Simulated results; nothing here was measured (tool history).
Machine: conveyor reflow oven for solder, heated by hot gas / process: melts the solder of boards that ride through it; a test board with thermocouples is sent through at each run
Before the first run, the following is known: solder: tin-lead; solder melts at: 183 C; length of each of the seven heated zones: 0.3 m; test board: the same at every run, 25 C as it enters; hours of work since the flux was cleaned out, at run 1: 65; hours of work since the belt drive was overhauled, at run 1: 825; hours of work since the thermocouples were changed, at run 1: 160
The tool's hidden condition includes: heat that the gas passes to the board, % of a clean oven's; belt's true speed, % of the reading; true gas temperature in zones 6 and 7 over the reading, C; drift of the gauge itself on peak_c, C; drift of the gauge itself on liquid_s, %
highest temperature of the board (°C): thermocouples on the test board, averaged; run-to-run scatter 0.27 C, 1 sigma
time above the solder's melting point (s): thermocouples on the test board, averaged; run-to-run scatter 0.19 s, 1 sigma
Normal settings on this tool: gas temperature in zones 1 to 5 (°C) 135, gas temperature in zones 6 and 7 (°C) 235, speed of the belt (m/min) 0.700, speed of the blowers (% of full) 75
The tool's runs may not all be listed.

run    hour  gas temperature in zones 1 to 5 (°C)  gas temperature in zones 6 and 7 (°C)  speed of the belt (m/min)  speed of the blowers (% of full)  hours of work since the flux was cleaned out  hours of work since the belt drive was overhauled  hours of work since the thermocouples were changed  highest temperature of the board (°C)  time above the solder's melting point (s)
  1     0.0                                   135                                    235                      0.700                                75                                            65                                                825                                                 160                                  218.9                                       39.8
       35.6  -- belt drive overhauled, speed set with a stopwatch
  2    73.6                                   128                                    235                      0.700                                75                                           111                                                 25                                                 206                                  217.9                                       36.6
  3   131.8                                   128                                    235                      0.700                                75                                           149                                                 63                                                 244                                  217.6                                       36.3
      201.2  -- flux residue cleaned out of gas plates and filters
  4   210.5                                   128                                    235                      0.700                                75                                             6                                                111                                                 292                                  218.0                                       37.1
  5   299.2                                   128                                    235                      0.700                                75                                            64                                                170                                                 350                                  218.1                                       37.4
  6   344.9                                   135                                    235                      0.685                                75                                            94                                                200                                                 380                                  220.0                                       40.5
  7   419.4                                   135                                    235                      0.685                                75                                           143                                                249                                                 429                                  220.4                                       40.6
      500.3  -- flux residue cleaned out of gas plates and filters
  8   520.9                                   135                                    235                      0.685                                75                                            13                                                312                                                 492                                  221.3                                       41.1
  9   620.0                                   135                                    235                      0.685                                75                                            79                                                377                                                 558                                  221.2                                       40.9
 10   673.3                                   144                                    235                      0.685                                75                                           113                                                412                                                 592                                  222.8                                       43.7
 11   728.1                                   135                                    235                      0.700                                75                                           149                                                448                                                 628                                  220.6                                       40.0
      796.3  -- flux residue cleaned out of gas plates and filters
 12   827.7                                   135                                    235                      0.700                                75                                            21                                                510                                                 691                                  221.4                                       40.4
 13   906.5                                   135                                    235                      0.700                                75                                            72                                                562                                                 742                                  221.1                                       40.3
      940.3  -- thermocouples of zones 6 and 7 changed
 14   969.8                                   135                                    235                      0.700                                75                                           112                                                602                                                  19                                  219.4                                       40.2
 15  1045.5                                   135                                    235                      0.700                                75                                           162                                                651                                                  69                                  219.5                                       39.6
     1095.4  -- flux residue cleaned out of gas plates and filters
 16  1104.2                                   137                                    235                      0.718                                75                                             6                                                687                                                 104                                  219.8                                       39.2
 17  1167.7                                   127                                    229                      0.718                                61                                            47                                                728                                                 146                                  208.5                                       30.3
 18  1233.3                                   135                                    235                      0.700                                62                                            90                                                771                                                 189                                  217.3                                       38.1

What does the tool deliver on the next run?
 19  1280.4                                   135                                    247                      0.700                                62                                           121                                                802                                                 220                                      ?                                          ?

highest temperature of the board (°C): 227.3
time above the solder's melting point (s): 43.1
Were there no unlogged condition in the tool, this run, its random variation unchanged, would have produced highest temperature of the board (°C) 226.3, time above the solder's melting point (s) 41.8.
